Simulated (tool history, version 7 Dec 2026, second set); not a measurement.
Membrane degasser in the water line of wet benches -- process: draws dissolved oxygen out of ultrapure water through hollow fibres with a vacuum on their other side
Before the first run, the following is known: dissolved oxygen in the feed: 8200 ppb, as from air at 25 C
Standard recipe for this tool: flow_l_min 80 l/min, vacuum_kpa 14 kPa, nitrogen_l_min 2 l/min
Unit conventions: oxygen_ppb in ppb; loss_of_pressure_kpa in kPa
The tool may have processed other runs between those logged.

run 1 day=0 | flow_l_min=80 vacuum_kpa=14 nitrogen_l_min=2 | oxygen_ppb=871.6 loss_of_pressure_kpa=43.12
run 2 day=4.717 | flow_l_min=80 vacuum_kpa=14 nitrogen_l_min=2 | oxygen_ppb=880.5 loss_of_pressure_kpa=42.84
run 3 day=9.517 | flow_l_min=80 vacuum_kpa=14 nitrogen_l_min=2 | oxygen_ppb=870.7 loss_of_pressure_kpa=43.03
run 4 day=13.483 | flow_l_min=80 vacuum_kpa=14 nitrogen_l_min=2 | oxygen_ppb=872.1 loss_of_pressure_kpa=42.99
run 5 day=16.025 | flow_l_min=80 vacuum_kpa=14 nitrogen_l_min=2 | oxygen_ppb=865.1 loss_of_pressure_kpa=43.21
run 6 day=20.771 | flow_l_min=119 vacuum_kpa=14 nitrogen_l_min=2 | oxygen_ppb=1232.7 loss_of_pressure_kpa=64.9
run 7 day=24.146 | flow_l_min=80 vacuum_kpa=10.5 nitrogen_l_min=2 | oxygen_ppb=625 loss_of_pressure_kpa=43.26
run 8 day=27.312 | flow_l_min=80 vacuum_kpa=14 nitrogen_l_min=2 | oxygen_ppb=875.8 loss_of_pressure_kpa=43.39
run 9 day=30.117 | flow_l_min=89 vacuum_kpa=14 nitrogen_l_min=2 | oxygen_ppb=961.7 loss_of_pressure_kpa=48.24
run 10 day=33.471 | flow_l_min=89 vacuum_kpa=8.4 nitrogen_l_min=0.96 | oxygen_ppb=816.9 loss_of_pressure_kpa=48.36
run 11 day=36.15 | flow_l_min=89 vacuum_kpa=8.4 nitrogen_l_min=0.96 | oxygen_ppb=818 loss_of_pressure_kpa=48.45
run 12 day=40.908 | flow_l_min=89 vacuum_kpa=8.4 nitrogen_l_min=0.96 | oxygen_ppb=824.8 loss_of_pressure_kpa=48.29
run 13 day=45.933 | flow_l_min=84 vacuum_kpa=26.6 nitrogen_l_min=4.47 | oxygen_ppb=964.7 loss_of_pressure_kpa=45.44
run 14 day=49.467 | flow_l_min=113 vacuum_kpa=11.7 nitrogen_l_min=4.06 | oxygen_ppb=645.2 loss_of_pressure_kpa=61.47

Expected results for the next run?
run 15 day=54.55 | flow_l_min=113 vacuum_kpa=11.7 nitrogen_l_min=4.06 | oxygen_ppb=? loss_of_pressure_kpa=?

{"run 15": {"oxygen_ppb": 652.8, "loss_of_pressure_kpa": 61.7}}
With no hidden state in the tool, this same run would have given oxygen_ppb 652.4 ppb, loss_of_pressure_kpa 60.91 kPa.

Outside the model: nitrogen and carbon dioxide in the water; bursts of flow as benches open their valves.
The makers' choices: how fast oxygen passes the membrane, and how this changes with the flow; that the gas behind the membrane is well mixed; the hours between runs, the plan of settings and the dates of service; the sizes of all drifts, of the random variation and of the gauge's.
